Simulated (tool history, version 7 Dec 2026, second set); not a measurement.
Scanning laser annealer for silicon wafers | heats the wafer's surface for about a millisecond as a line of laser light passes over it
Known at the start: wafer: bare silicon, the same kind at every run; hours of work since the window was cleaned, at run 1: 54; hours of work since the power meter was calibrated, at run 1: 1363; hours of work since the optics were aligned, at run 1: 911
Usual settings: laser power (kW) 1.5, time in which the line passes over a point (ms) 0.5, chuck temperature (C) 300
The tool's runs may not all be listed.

run   hour  laser power (kW)  time in which the line passes over a point (ms)  chuck temperature (C)  hours of work since the window was cleaned  hours of work since the power meter was calibrated  hours of work since the optics were aligned  highest temperature of the surface (C)
  1      0               1.5                                              0.5                    300                                          54                                                1363                                          911                                    1083
  2   78.8               1.5                                              0.5                    300                                          89                                                1398                                          946                                    1086
  3  131.6             1.409                                              0.5                    300                                         112                                                1421                                          969                                    1024
  4    170             1.409                                              0.5                    300                                         129                                                1438                                          986                                    1019
  5  208.9             1.409                                              0.5                    300                                         146                                                1455                                         1003                                    1019
  6  268.7             1.409                                              0.5                    300                                         172                                                1481                                         1029                                    1011
  7  346.3             1.409                                              0.5                    300                                         206                                                1515                                         1063                                    1013
  8  409.7               1.5                                            0.479                    300                                         234                                                1543                                         1091                                    1043
  9    463               1.5                                              0.5                    300                                         257                                                1566                                         1114                                    1056
 10  535.5             1.356                                            0.363                    277                                         289                                                1598                                         1146                                     857
       600  -- optics aligned, line set to its width
 11  616.2             1.356                                            0.363                    277                                         322                                                1631                                            7                                     857
       622  -- window over the wafer cleaned
 12  671.3             1.356                                            0.363                    277                                          22                                                1654                                           30                                     891
 13    725               1.5                                              0.5                    292                                          45                                                1678                                           54                                    1076
 14  807.6               1.5                                              0.5                    292                                          81                                                1714                                           90                                    1075
 15  860.9             1.313                                              0.5                    307                                         105                                                1737                                          113                                     976
 16    945               1.5                                              0.5                    277                                         141                                                1774                                          150                                    1050
 17    990             1.403                                            0.488                    277                                         161                                                1794                                          170                                     984

How the hidden state differs across the entries between the runs, from the last listed run before each to the first after it:
Between runs 10 and 11: optics aligned, line set to its width (hour 600)
  light that passes the window, % of a clean one's: 95.36 -> 94.77; laser's true power over the reading, %: 0.9 -> 0.92; width of the line over the set one, %: 1.43 -> 0.47
  measured less the result without the state, highest temperature of the surface (C): -31 -> -32
Between runs 11 and 12: window over the wafer cleaned (hour 622)
  light that passes the window, % of a clean one's: 94.77 -> 99.63; laser's true power over the reading, %: 0.92 -> 0.93; width of the line over the set one, %: 0.47 -> 0.5
  measured less the result without the state, highest temperature of the surface (C): -32 -> +2
